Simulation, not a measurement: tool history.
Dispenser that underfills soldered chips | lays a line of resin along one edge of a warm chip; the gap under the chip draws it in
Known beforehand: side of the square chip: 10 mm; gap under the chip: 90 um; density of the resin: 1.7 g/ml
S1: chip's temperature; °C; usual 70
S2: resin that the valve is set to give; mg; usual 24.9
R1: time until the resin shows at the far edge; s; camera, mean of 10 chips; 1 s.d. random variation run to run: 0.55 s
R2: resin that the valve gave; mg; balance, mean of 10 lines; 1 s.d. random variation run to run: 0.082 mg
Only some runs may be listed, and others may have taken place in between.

run	day	S1	S2	R1	R2
1	0.000	70	24.9	97.4	24.69
# day 0.038: new syringe of resin
2	0.229	70	24.9	59.3	24.79
# day 0.621: new syringe of resin
3	0.621	70	24.9	45.5	24.52
4	0.988	70	24.9	78.5	24.45
# day 1.200: new syringe of resin
5	1.417	70	24.9	63.4	24.38
# day 1.779: new syringe of resin
6	1.858	80	30.4	33.3	29.60
7	2.062	82	25.5	40.8	24.88
# day 2.367: new syringe of resin
8	2.462	82	25.5	32.1	24.77
9	2.846	73	25.4	81.1	24.63
# day 2.958: new syringe of resin
10	3.188	73	25.4	55.7	24.41

Some steps in R1, run to run, broken into two amounts with sign: the step expected even without the hidden condition (settings, incoming material, random variation), and the rest, left for the hidden condition together with whatever gauge scatter is not in both the measured and the hidden-condition-free result:
Hidden conditions of the tool in this case: resin's viscosity, % of fresh resin's; dose that the valve gives, % of what is set; true chip temperature over the reading, C; drift of the gauge itself on fill_s, %; drift of the gauge itself on given_mg, %.
Run 1 -> 2: new syringe of resin. R1 -38.1 s: hidden state -38.2, all else +0.1.
Run 8 -> 9: S1 82 -> 73, S2 25.5 -> 25.4. R1 +49.0 s: hidden state +35.8, all else +13.2.

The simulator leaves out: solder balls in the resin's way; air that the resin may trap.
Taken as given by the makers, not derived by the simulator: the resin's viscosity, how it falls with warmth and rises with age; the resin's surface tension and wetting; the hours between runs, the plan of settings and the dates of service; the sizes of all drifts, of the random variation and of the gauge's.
